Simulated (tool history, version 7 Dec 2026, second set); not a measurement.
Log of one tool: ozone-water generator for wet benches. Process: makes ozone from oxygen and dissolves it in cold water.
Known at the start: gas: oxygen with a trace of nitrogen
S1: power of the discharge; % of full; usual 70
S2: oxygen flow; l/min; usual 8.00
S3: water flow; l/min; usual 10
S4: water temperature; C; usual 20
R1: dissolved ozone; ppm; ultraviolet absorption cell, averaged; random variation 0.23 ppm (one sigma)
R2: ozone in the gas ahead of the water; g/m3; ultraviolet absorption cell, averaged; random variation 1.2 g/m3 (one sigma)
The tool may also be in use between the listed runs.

Run 1, day 0.000: usual settings. Result: R1 34.1 ppm, R2 206.0 g/m3.
Run 2, day 2.758: usual settings but S2 6.97 l/min. Result: R1 34.9 ppm, R2 226.6 g/m3.
Run 3, day 4.146: usual settings but S2 6.97 l/min. Result: R1 35.2 ppm, R2 225.8 g/m3.
Run 4, day 6.438: usual settings. Result: R1 33.6 ppm, R2 208.5 g/m3.
Run 5, day 7.804: usual settings. Result: R1 33.8 ppm, R2 207.1 g/m3.
Run 6, day 9.062: usual settings. Result: R1 34.1 ppm, R2 207.3 g/m3.
Run 7, day 11.400: usual settings but S1 61 % of full. Result: R1 31.0 ppm, R2 192.1 g/m3.
Run 8, day 13.179: usual settings but S1 61 % of full. Result: R1 30.8 ppm, R2 193.5 g/m3.
Run 9, day 15.988: usual settings. Result: R1 33.4 ppm, R2 207.8 g/m3.
Run 10, day 17.954: usual settings but S3 8 l/min. Result: R1 38.2 ppm, R2 210.5 g/m3.
Run 11, day 20.242: usual settings but S3 8 l/min. Result: R1 38.5 ppm, R2 209.0 g/m3.
Run 12, day 22.100: usual settings but S3 8 l/min. Result: R1 38.2 ppm, R2 210.2 g/m3.
Run 13, day 24.592: usual settings but S1 97 % of full. Result: R1 41.5 ppm, R2 258.8 g/m3.
Run 14, day 26.471: usual settings but S1 97 % of full, S4 18 C. Result: R1 43.7 ppm, R2 259.5 g/m3.
Run 15, day 28.158: usual settings. Result: R1 33.8 ppm, R2 210.4 g/m3.
Run 16, day 30.475: usual settings. Result: R1 33.8 ppm, R2 210.5 g/m3.
Run 17, day 33.150: usual settings but S3 15 l/min. Result: R1 25.8 ppm, R2 210.0 g/m3.
Run 18, day 34.604: usual settings but S3 15 l/min. Result: R1 25.9 ppm, R2 211.1 g/m3.
Run 19, day 36.579: usual settings but S3 15 l/min. Result: R1 25.4 ppm, R2 211.4 g/m3.
Run 20, day 38.738: usual settings but S2 7.14 l/min, S3 12 l/min, S4 21 C. Result: R1 30.4 ppm, R2 227.0 g/m3.
Run 21, day 40.333: usual settings but S1 67 % of full, S2 13.86 l/min. Result: R1 26.2 ppm, R2 147.5 g/m3.
Run 22, day 43.300: usual settings but S1 82 % of full, S2 7.08 l/min, S3 13 l/min, S4 22 C. Result: R1 31.1 ppm, R2 251.7 g/m3.
Run 23, day 44.521: usual settings but S1 82 % of full, S2 7.08 l/min, S3 13 l/min, S4 22 C. Result: R1 32.0 ppm, R2 251.1 g/m3.
Run 24, day 47.217: usual settings but S1 82 % of full, S2 7.08 l/min, S3 13 l/min, S4 22 C. Result: R1 30.9 ppm, R2 257.4 g/m3.
Run 25, day 48.750: usual settings but S1 51 % of full, S2 4.11 l/min, S3 8 l/min, S4 23 C. Result: R1 35.9 ppm, R2 260.9 g/m3.
Run 26, day 51.267: usual settings but S1 51 % of full, S2 4.11 l/min, S3 8 l/min, S4 23 C. Result: R1 36.0 ppm, R2 259.5 g/m3.
Run 27, day 53.929: usual settings but S1 51 % of full, S2 4.11 l/min, S3 8 l/min, S4 23 C. Result: R1 36.0 ppm, R2 263.4 g/m3.
Run 28, day 55.604: usual settings but S3 9 l/min. Result: R1 36.0 ppm, R2 213.0 g/m3.
Run 29, day 58.229: usual settings but S1 59 % of full. Result: R1 30.1 ppm, R2 191.4 g/m3.
Run 30, day 60.692: usual settings but S1 59 % of full. Result: R1 30.1 ppm, R2 188.9 g/m3.
Run 31, day 62.983: usual settings but S2 5.68 l/min, S4 14 C. Result: R1 42.2 ppm, R2 265.8 g/m3.
Run 32, day 65.188: usual settings but S1 99 % of full, S3 13 l/min, S4 16 C. Result: R1 38.5 ppm, R2 262.1 g/m3.

Taken out of this log: 2 entries between the listed runs. Where each belongs, and how the hidden state differs across it:
Between runs 31 and 32: gauge calibrated (day 63.225); contactor cleaned (day 63.392)
  contactor's efficiency, % of a clean one's: 99.9 -> 100; drift of the gauge itself on gas_g_m3, %: 2.88 -> 0.08
  measured less the result without the state, R2: +7.3 -> +0.0 g/m3
